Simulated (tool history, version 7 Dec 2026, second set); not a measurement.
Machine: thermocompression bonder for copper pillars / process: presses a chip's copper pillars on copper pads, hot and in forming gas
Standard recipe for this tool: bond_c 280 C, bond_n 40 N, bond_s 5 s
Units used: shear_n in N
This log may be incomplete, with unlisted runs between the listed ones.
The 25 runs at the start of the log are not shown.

run 26 hour=235.9 | bond_c=275 bond_n=43 bond_s=5 | shear_n=44.3
run 27 hour=242.3 | bond_c=275 bond_n=43 bond_s=5 | shear_n=45.6
run 28 hour=249.5 | bond_c=280 bond_n=43 bond_s=10 | shear_n=62.6
run 29 hour=256.5 | bond_c=280 bond_n=43 bond_s=10 | shear_n=61.6
run 30 hour=268.3 | bond_c=303 bond_n=44 bond_s=6 | shear_n=67.3
run 31 hour=273.6 | bond_c=303 bond_n=44 bond_s=6 | shear_n=68.4
run 32 hour=281.8 | bond_c=283 bond_n=30 bond_s=4 | shear_n=30.8
run 33 hour=294.5 | bond_c=304 bond_n=30 bond_s=4 | shear_n=41.8
run 34 hour=299.8 | bond_c=310 bond_n=40 bond_s=4 | shear_n=58.9
run 35 hour=310.8 | bond_c=310 bond_n=40 bond_s=4 | shear_n=59.2
run 36 hour=323.1 | bond_c=305 bond_n=58 bond_s=5 | shear_n=81.3
run 37 hour=333.6 | bond_c=307 bond_n=40 bond_s=14 | shear_n=83.5
run 38 hour=341.4 | bond_c=275 bond_n=43 bond_s=5 | shear_n=43.3
run 39 hour=348.2 | bond_c=275 bond_n=43 bond_s=5 | shear_n=43.1

Consider 3 possible next runs. They are alternatives, not a sequence: every one starts from the tool as it was left by run 39. What does each give?
run A hour=360.5 | bond_c=304 bond_n=28 bond_s=13 | shear_n=?
run B hour=360.5 | bond_c=289 bond_n=53 bond_s=5 | shear_n=?
run C hour=360.5 | bond_c=279 bond_n=43 bond_s=5 | shear_n=?

run=A shear_n=60
run=B shear_n=65.5
run=C shear_n=45
Without the tool's unlogged condition, the same runs would have read:
run=A shear_n=65.3
run=B shear_n=71.4
run=C shear_n=50
